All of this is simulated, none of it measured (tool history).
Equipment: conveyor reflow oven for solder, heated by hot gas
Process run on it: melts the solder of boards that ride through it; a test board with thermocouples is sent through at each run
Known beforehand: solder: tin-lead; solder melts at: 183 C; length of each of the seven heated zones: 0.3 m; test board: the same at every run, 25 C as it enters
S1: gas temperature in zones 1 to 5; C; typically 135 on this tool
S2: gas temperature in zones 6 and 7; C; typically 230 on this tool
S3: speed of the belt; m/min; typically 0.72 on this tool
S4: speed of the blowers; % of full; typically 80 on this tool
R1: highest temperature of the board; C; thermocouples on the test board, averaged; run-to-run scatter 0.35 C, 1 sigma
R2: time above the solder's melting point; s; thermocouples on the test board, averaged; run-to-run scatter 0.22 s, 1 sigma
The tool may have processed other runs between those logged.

| run | day | S1 | S2 | S3 | S4 | R1 | R2 |
|---|---|---|---|---|---|---|---|
| 1 | 0 | 135 | 230 | 0.72 | 80 | 215.5 | 36.4 |
| 2 | 0.821 | 135 | 230 | 0.72 | 63 | 211.6 | 33.7 |
| 3 | 1.896 | 135 | 230 | 0.72 | 82 | 215.7 | 36.9 |
| 4 | 2.392 | 135 | 230 | 0.72 | 80 | 216 | 36.2 |
| 5 | 3.329 | 135 | 230 | 0.72 | 80 | 215.8 | 36.3 |
| 6 | 4.442 | 135 | 230 | 0.72 | 80 | 216.3 | 36.1 |
| 7 | 5.412 | 135 | 230 | 0.72 | 80 | 215.8 | 36.3 |
| 8 | 6.354 | 126 | 230 | 0.72 | 80 | 214.3 | 33.8 |
| 9 | 7.233 | 126 | 230 | 0.72 | 80 | 214.1 | 33.8 |
| 10 | 8.15 | 135 | 230 | 0.72 | 73 | 214.8 | 35.3 |
| 11 | 9.229 | 135 | 230 | 0.72 | 73 | 214.5 | 35.2 |
| 12 | 9.758 | 135 | 230 | 0.72 | 73 | 214.9 | 35 |
| 13 | 10.233 | 135 | 230 | 0.72 | 73 | 214.8 | 35.1 |
| 14 | 11.167 | 135 | 230 | 0.72 | 73 | 214.7 | 35.5 |
| 15 | 12.029 | 135 | 230 | 0.72 | 73 | 214 | 35 |
|  | 12.85 | flux residue cleaned out of gas plates and filters |
| 16 | 12.892 | 135 | 230 | 0.72 | 73 | 216.6 | 36.7 |
| 17 | 13.638 | 135 | 230 | 0.748 | 53 | 209.5 | 30 |
| 18 | 14.233 | 128 | 237 | 0.617 | 69 | 226 | 46.4 |
| 19 | 14.8 | 135 | 243 | 0.72 | 80 | 229.5 | 42.2 |
| 20 | 15.721 | 149 | 227 | 0.779 | 83 | 215.6 | 36.1 |
| 21 | 16.242 | 127 | 232 | 0.779 | 83 | 216 | 32.6 |
| 22 | 16.733 | 145 | 232 | 0.779 | 59 | 213.7 | 33.8 |
| 23 | 17.533 | 143 | 230 | 0.83 | 75 | 213.7 | 32.1 |
| 24 | 18.1 | 125 | 233 | 0.83 | 53 | 204.5 | 22.1 |
| 25 | 18.729 | 135 | 230 | 0.7 | 90 | 220.3 | 40.2 |
| 26 | 19.696 | 147 | 230 | 0.786 | 60 | 212.8 | 33.6 |
| 27 | 20.308 | 147 | 230 | 0.786 | 60 | 213 | 33.4 |
| 28 | 20.892 | 147 | 243 | 0.719 | 60 | 226.4 | 44 |
| 29 | 21.988 | 147 | 243 | 0.719 | 60 | 226.3 | 44.2 |
| 30 | 23.067 | 135 | 230 | 0.72 | 84 | 218.6 | 38.2 |

5 options for the next run, each taken on its own from the tool as it stands now. Forecast them:
| A | 24.071 | 135 | 230 | 0.811 | 84 | ? | ? |
| B | 24.071 | 149 | 230 | 0.72 | 55 | ? | ? |
| C | 24.071 | 145 | 228 | 0.72 | 80 | ? | ? |
| D | 24.071 | 142 | 230 | 0.72 | 84 | ? | ? |
| E | 24.071 | 124 | 244 | 0.72 | 76 | ? | ? |

| run | R1 | R2 |
|---|---|---|
| A | 215.4 | 31.4 |
| B | 215 | 38.1 |
| C | 218.1 | 40.1 |
| D | 219.3 | 40.2 |
| E | 227.2 | 39.4 |
Take away the tool's hidden state, keep each run's random variation, and the runs would have read:
| run | R1 | R2 |
|---|---|---|
| A | 212.9 | 30.1 |
| B | 212.4 | 36.4 |
| C | 215.5 | 38.6 |
| D | 216.7 | 38.8 |
| E | 224.7 | 38.1 |
